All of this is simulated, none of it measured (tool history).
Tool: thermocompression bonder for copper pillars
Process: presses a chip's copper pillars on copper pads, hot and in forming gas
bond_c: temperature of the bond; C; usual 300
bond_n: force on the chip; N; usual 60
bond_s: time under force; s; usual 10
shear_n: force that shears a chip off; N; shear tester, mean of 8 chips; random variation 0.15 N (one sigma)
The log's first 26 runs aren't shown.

run    hour  bond_c  bond_n  bond_s  shear_n
 27   723.3     308      60      13     62.7
 28   761.8     308      83      13     70.8
 29   795.1     294      54      13     52.0
      823.2  -- forming gas filter changed
 30   824.1     286      55       7     38.1
 31   845.7     286      55       7     38.4
 32   869.3     286      55       7     38.4
 33   905.0     286      55       7     38.2
 34   926.9     303      56       8     50.0
 35   946.2     298      40      14     47.6
      967.4  -- heater calibrated with a thermocouple chip
 36   971.4     316      43       6     45.4
      989.3  -- gauge calibrated
 37   999.9     321      78       9     71.0
 38  1019.3     321      78       9     71.2
 39  1051.6     318      62       7     58.9
 40  1079.8     318      62       7     58.8

3 ways to go on from here, each from the tool as it stands after run 40. What would each give?
  A  1123.5     287      62       7        ?
  B  1123.5     317      88       7        ?
  C  1123.5     279      52      26        ?

run  shear_n
  A     41.9
  B     67.4
  C     54.0
Without the tool's hidden state the same runs would have given:
run  shear_n
  A     42.1
  B     67.6
  C     54.2

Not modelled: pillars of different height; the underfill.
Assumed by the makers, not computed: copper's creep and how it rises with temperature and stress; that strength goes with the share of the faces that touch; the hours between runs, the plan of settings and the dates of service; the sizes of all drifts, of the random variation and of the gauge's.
